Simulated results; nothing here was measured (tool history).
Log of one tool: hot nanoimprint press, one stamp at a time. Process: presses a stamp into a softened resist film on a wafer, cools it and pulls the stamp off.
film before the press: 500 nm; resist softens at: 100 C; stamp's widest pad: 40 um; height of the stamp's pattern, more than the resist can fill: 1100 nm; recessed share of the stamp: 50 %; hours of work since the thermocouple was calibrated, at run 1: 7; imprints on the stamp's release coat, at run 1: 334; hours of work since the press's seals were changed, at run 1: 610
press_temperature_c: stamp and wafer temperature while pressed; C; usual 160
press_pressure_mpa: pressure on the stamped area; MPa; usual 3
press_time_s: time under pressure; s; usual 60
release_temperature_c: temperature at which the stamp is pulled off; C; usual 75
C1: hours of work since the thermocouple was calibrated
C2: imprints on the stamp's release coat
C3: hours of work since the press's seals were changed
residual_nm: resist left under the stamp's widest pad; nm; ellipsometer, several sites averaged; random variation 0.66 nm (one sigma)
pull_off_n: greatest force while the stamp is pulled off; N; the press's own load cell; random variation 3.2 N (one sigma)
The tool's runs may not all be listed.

Run 1, hour 0: usual settings; C1 7; C2 334; C3 610. Result: residual_nm 290.1 nm, pull_off_n 194 N.
Run 2, hour 25.9: usual settings; C1 22; C2 392; C3 625. Result: residual_nm 290.4 nm, pull_off_n 203 N.
Run 3, hour 53.3: usual settings; C1 38; C2 453; C3 641. Result: residual_nm 293 nm, pull_off_n 195 N.
Run 4, hour 78: usual settings; C1 52; C2 508; C3 655. Result: residual_nm 293.1 nm, pull_off_n 202 N.
Run 5, hour 101.8: usual settings; C1 66; C2 560; C3 669. Result: residual_nm 292.9 nm, pull_off_n 205 N.
Run 6, hour 118.4: usual settings but release_temperature_c 78 C; C1 75; C2 597; C3 679. Result: residual_nm 292.6 nm, pull_off_n 185 N.
Run 7, hour 142.7: usual settings; C1 89; C2 651; C3 693. Result: residual_nm 293.3 nm, pull_off_n 203 N.
Run 8, hour 157.1: usual settings; C1 98; C2 683; C3 701. Result: residual_nm 293.6 nm, pull_off_n 207 N.
Run 9, hour 176.7: usual settings; C1 109; C2 727; C3 712. Result: residual_nm 293.8 nm, pull_off_n 202 N.
Run 10, hour 201.6: usual settings; C1 123; C2 782; C3 727. Result: residual_nm 294.1 nm, pull_off_n 206 N.
Run 11, hour 215.1: usual settings; C1 131; C2 812; C3 735. Result: residual_nm 294.7 nm, pull_off_n 208 N.
At hour 219.6: plate thermocouple calibrated.
Run 12, hour 245.2: usual settings but press_time_s 88 s; C1 15; C2 872; C3 750. Result: residual_nm 261.1 nm, pull_off_n 209 N.
Run 13, hour 257.7: usual settings; C1 22; C2 900; C3 757. Result: residual_nm 295.8 nm, pull_off_n 203 N.
At hour 278.9: plate thermocouple calibrated, once more.
Run 14, hour 286.3: usual settings but press_time_s 41 s; C1 4; C2 957; C3 772. Result: residual_nm 324.6 nm, pull_off_n 210 N.
Run 15, hour 315.8: usual settings but press_time_s 41 s; C1 21; C2 1022; C3 789. Result: residual_nm 327.2 nm, pull_off_n 210 N.
Run 16, hour 340.1: usual settings but press_pressure_mpa 2.08 MPa, press_time_s 41 s; C1 35; C2 1076; C3 803. Result: residual_nm 368.5 nm, pull_off_n 215 N.
Run 17, hour 358: usual settings but press_pressure_mpa 2.08 MPa, press_time_s 41 s; C1 46; C2 1116; C3 814. Result: residual_nm 368.8 nm, pull_off_n 213 N.
Run 18, hour 371.6: usual settings but press_pressure_mpa 2.08 MPa, press_time_s 41 s; C1 54; C2 1146; C3 822. Result: residual_nm 369 nm, pull_off_n 211 N.
Run 19, hour 390.4: usual settings but press_temperature_c 158 C, press_pressure_mpa 4.4 MPa, press_time_s 41 s, release_temperature_c 72 C; C1 64; C2 1188; C3 832. Result: residual_nm 310.7 nm, pull_off_n 234 N.
Run 20, hour 410: usual settings but press_pressure_mpa 1.92 MPa, press_time_s 31 s, release_temperature_c 82 C; C1 76; C2 1232; C3 844. Result: residual_nm 398.3 nm, pull_off_n 176 N.
Run 21, hour 426: usual settings but press_temperature_c 159 C, press_pressure_mpa 4.04 MPa, press_time_s 59 s, release_temperature_c 79 C; C1 85; C2 1267; C3 853. Result: residual_nm 275.6 nm, pull_off_n 198 N.
Run 22, hour 452.8: usual settings but press_temperature_c 159 C, press_pressure_mpa 4.04 MPa, press_time_s 59 s, release_temperature_c 79 C; C1 101; C2 1327; C3 869. Result: residual_nm 275.8 nm, pull_off_n 200 N.
Run 23, hour 473.9: usual settings but press_temperature_c 154 C, press_pressure_mpa 2.27 MPa, press_time_s 30 s, release_temperature_c 78 C; C1 113; C2 1374; C3 881. Result: residual_nm 444.4 nm, pull_off_n 204 N.
Run 24, hour 501.8: usual settings but press_temperature_c 153 C, release_temperature_c 74 C; C1 129; C2 1436; C3 897. Result: residual_nm 390.4 nm, pull_off_n 224 N.
Run 25, hour 527.6: usual settings but press_temperature_c 153 C, release_temperature_c 74 C; C1 144; C2 1493; C3 912. Result: residual_nm 390.4 nm, pull_off_n 228 N.
Run 26, hour 545.4: usual settings but press_temperature_c 153 C, release_temperature_c 74 C; C1 154; C2 1532; C3 922. Result: residual_nm 391.8 nm, pull_off_n 235 N.
Run 27, hour 567.4: usual settings but press_temperature_c 153 C, press_pressure_mpa 2.6 MPa, release_temperature_c 74 C; C1 167; C2 1581; C3 935. Result: residual_nm 405.6 nm, pull_off_n 231 N.
Run 28, hour 587: usual settings but press_temperature_c 167 C, press_time_s 45 s; C1 178; C2 1625; C3 946. Result: residual_nm 235.5 nm, pull_off_n 232 N.
Run 29, hour 610: usual settings but press_temperature_c 171 C, press_pressure_mpa 3.88 MPa, press_time_s 45 s, release_temperature_c 69 C; C1 191; C2 1676; C3 959. Result: residual_nm 171.2 nm, pull_off_n 263 N.

Forecast each of these 3 alternatives for the next run:
Run A, hour 628.7: usual settings but press_temperature_c 157 C, press_pressure_mpa 2.97 MPa, press_time_s 45 s, release_temperature_c 80 C; C1 202; C2 1717; C3 970. Result: residual_nm ?, pull_off_n ?.
Run B, hour 628.7: usual settings but press_temperature_c 158 C, press_pressure_mpa 2.03 MPa, press_time_s 77 s; C1 202; C2 1717; C3 970. Result: residual_nm ?, pull_off_n ?.
Run C, hour 628.7: usual settings but press_temperature_c 153 C, press_pressure_mpa 2.31 MPa, release_temperature_c 63 C; C1 202; C2 1717; C3 970. Result: residual_nm ?, pull_off_n ?.

run  residual_nm  pull_off_n
  A        364.4         203
  B        348.3         233
  C        414.8         300
Without the tool's hidden state the same runs would have given:
run  residual_nm  pull_off_n
  A          357         165
  B        341.8         189
  C        409.3         244
